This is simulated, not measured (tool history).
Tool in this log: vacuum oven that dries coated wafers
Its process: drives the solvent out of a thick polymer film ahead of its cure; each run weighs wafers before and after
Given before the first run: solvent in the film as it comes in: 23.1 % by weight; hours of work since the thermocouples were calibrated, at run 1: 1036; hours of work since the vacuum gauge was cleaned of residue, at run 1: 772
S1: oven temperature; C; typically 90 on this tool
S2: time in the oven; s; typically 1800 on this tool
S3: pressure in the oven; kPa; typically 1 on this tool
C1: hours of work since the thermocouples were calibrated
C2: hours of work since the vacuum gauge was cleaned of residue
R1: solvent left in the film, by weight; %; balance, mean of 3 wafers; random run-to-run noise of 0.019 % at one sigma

run	hour	S1	S2	S3	C1	C2	R1
1	0	90	1800	1	1036	772	1.78
2	21.1	103	1800	1	1047	783	0.72
3	58.4	90	1800	1	1066	802	1.76
4	93.8	87	1800	1	1084	820	2.2
5	128.7	87	1800	1	1102	838	2.22
6	155.7	90	1800	1	1116	852	1.74
7	186	90	1800	1	1131	867	1.78
8	213.9	90	1800	1	1146	881	1.73
9	234.2	90	1800	1	1156	892	1.75
10	267	90	2700	0.64	1173	909	0.84
11	295.6	102	2280	0.64	1187	923	0.46
12	324.7	102	3240	1	1202	938	0.68
13	350.5	102	1140	1.98	1215	951	1.97
14	366.2	90	1800	1.08	1223	959	1.84
15	397.4	90	2280	0.58	1239	975	0.94
16	415.7	85	1440	3.74	1249	985	6.49

Branching from run 16: 3 alternative next runs. What would each branch give?
A	436.1	104	960	1.39	1259	995	?
B	436.1	75	1140	2.16	1259	995	?
C	436.1	101	2040	0.52	1259	995	?

run	R1
A	1.77
B	9.39
C	0.43
What these runs would have given with no unlogged condition in the tool:
run	R1
A	1.77
B	9.39
C	0.43
